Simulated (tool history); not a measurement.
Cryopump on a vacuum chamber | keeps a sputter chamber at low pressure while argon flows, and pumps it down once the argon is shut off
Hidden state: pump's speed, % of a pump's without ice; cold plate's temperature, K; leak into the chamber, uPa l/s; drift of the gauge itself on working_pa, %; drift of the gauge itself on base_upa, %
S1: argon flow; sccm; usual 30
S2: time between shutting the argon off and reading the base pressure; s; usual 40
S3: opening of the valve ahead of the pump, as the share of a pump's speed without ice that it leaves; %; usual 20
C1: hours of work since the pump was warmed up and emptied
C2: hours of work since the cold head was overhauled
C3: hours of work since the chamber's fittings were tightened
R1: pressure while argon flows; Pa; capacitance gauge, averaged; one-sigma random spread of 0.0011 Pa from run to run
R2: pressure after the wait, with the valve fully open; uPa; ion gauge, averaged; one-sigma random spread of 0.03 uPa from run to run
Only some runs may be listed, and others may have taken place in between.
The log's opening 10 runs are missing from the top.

Run 11, hour 241.6: usual settings but S2 191 s, S3 21 %; C1 342; C2 342; C3 434. Result: R1 0.2499 Pa, R2 0.81 uPa.
Run 12, hour 256: usual settings but S1 24 sccm; C1 349; C2 349; C3 441. Result: R1 0.2103 Pa, R2 1.8 uPa.
Run 13, hour 282.5: usual settings but S1 24 sccm; C1 363; C2 363; C3 456. Result: R1 0.211 Pa, R2 1.81 uPa.
Run 14, hour 310: usual settings; C1 378; C2 378; C3 470. Result: R1 0.2643 Pa, R2 1.81 uPa.
Run 15, hour 328.4: usual settings; C1 388; C2 388; C3 480. Result: R1 0.2637 Pa, R2 1.85 uPa.
Run 16, hour 345.1: usual settings but S3 26 %; C1 397; C2 397; C3 489. Result: R1 0.2072 Pa, R2 1.83 uPa.
Run 17, hour 370.8: usual settings but S2 153 s; C1 411; C2 411; C3 503. Result: R1 0.2642 Pa, R2 0.97 uPa.
Run 18, hour 395.5: usual settings but S2 153 s; C1 424; C2 424; C3 516. Result: R1 0.262 Pa, R2 0.96 uPa.
Run 19, hour 421.4: usual settings but S1 14 sccm, S2 53 s, S3 37 %; C1 438; C2 438; C3 530. Result: R1 0.0685 Pa, R2 1.53 uPa.
Run 20, hour 447.3: usual settings but S1 14 sccm, S2 53 s, S3 37 %; C1 451; C2 451; C3 544. Result: R1 0.0694 Pa, R2 1.56 uPa.
Run 21, hour 468.2: usual settings but S1 14 sccm, S2 53 s, S3 37 %; C1 463; C2 463; C3 555. Result: R1 0.0696 Pa, R2 1.55 uPa.
Run 22, hour 491: usual settings but S1 15 sccm, S2 66 s, S3 25 %; C1 475; C2 475; C3 567. Result: R1 0.1079 Pa, R2 1.42 uPa.
Run 23, hour 506.1: usual settings but S1 42 sccm, S2 66 s, S3 25 %; C1 483; C2 483; C3 575. Result: R1 0.3004 Pa, R2 1.48 uPa.
Run 24, hour 528.1: usual settings but S3 28 %; C1 495; C2 495; C3 587. Result: R1 0.1922 Pa, R2 1.91 uPa.
Run 25, hour 559.6: usual settings but S3 28 %; C1 511; C2 511; C3 604. Result: R1 0.1938 Pa, R2 1.92 uPa.
At hour 581.2: pump warmed up, emptied and cooled again.
Run 26, hour 585.1: usual settings but S3 28 %; C1 2; C2 522; C3 615. Result: R1 0.1822 Pa, R2 1.85 uPa.
Run 27, hour 617: usual settings but S2 157 s; C1 19; C2 539; C3 632. Result: R1 0.255 Pa, R2 0.94 uPa.
Run 28, hour 645.2: usual settings but S3 17 %; C1 34; C2 554; C3 647. Result: R1 0.3007 Pa, R2 1.82 uPa.
Run 29, hour 662.7: usual settings but S1 43 sccm, S2 145 s, S3 16 %; C1 44; C2 564; C3 656. Result: R1 0.4592 Pa, R2 0.96 uPa.
Run 30, hour 685.9: usual settings but S1 24 sccm, S2 109 s, S3 47 %; C1 56; C2 576; C3 668. Result: R1 0.0882 Pa, R2 1.03 uPa.
Run 31, hour 700.5: usual settings but S1 51 sccm, S2 46 s; C1 64; C2 584; C3 676. Result: R1 0.4398 Pa, R2 1.63 uPa.
Run 32, hour 732: usual settings but S1 19 sccm, S3 54 %; C1 81; C2 601; C3 693. Result: R1 0.0606 Pa, R2 1.87 uPa.
Run 33, hour 755.9: usual settings but S1 25 sccm, S2 80 s, S3 53 %; C1 93; C2 614; C3 706. Result: R1 0.0825 Pa, R2 1.3 uPa.
Run 34, hour 777.9: usual settings but S1 25 sccm, S2 80 s, S3 53 %; C1 105; C2 625; C3 718. Result: R1 0.0831 Pa, R2 1.27 uPa.

Below are 3 alternative next runs, each starting from the tool's condition after run 34. Predict each:
Run A, hour 792.8: usual settings but S1 14 sccm, S2 106 s, S3 24 %; C1 113; C2 633; C3 725. Result: R1 ?, R2 ?.
Run B, hour 792.8: usual settings but S3 46 %; C1 113; C2 633; C3 725. Result: R1 ?, R2 ?.
Run C, hour 792.8: usual settings but S2 46 s, S3 16 %; C1 113; C2 633; C3 725. Result: R1 ?, R2 ?.

run      R1    R2
  A  0.1016  1.06
  B  0.1117  1.87
  C  0.3234  1.69
Had the tool no hidden state, the same runs would have come out as:
run      R1    R2
  A  0.1003  0.71
  B   0.109   1.5
  C  0.3206  1.33

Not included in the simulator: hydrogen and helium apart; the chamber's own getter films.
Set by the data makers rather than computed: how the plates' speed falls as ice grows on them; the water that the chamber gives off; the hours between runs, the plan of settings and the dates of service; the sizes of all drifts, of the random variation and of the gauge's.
